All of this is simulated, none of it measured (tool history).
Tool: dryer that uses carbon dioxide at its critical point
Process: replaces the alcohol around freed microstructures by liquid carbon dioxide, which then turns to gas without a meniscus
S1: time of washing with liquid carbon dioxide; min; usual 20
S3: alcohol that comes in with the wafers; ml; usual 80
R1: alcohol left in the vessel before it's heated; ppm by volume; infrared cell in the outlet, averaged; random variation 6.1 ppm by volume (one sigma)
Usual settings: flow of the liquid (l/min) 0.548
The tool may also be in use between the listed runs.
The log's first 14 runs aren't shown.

Run 15, day 7.688: usual settings but S3 21 ml. Result: R1 137 ppm by volume.
Run 16, day 8.325: usual settings but S3 21 ml. Result: R1 143 ppm by volume.
Run 17, day 8.988: usual settings but S3 21 ml. Result: R1 152 ppm by volume.
Run 18, day 9.379: usual settings but S3 21 ml. Result: R1 142 ppm by volume.
Run 19, day 10.05: usual settings but S3 21 ml. Result: R1 146 ppm by volume.
Run 20, day 10.742: usual settings but S3 21 ml. Result: R1 149 ppm by volume.
Run 21, day 11.346: usual settings but S3 21 ml. Result: R1 145 ppm by volume.
Run 22, day 11.954: usual settings but S3 21 ml. Result: R1 152 ppm by volume.

Run 23 comes next. What will it give?
Run 23, day 12.546: usual settings but S3 21 ml. Result: R1 ?.

{"run 23": {"R1": 153}}
Without the tool's hidden state the same run would have given R1 59 ppm by volume.
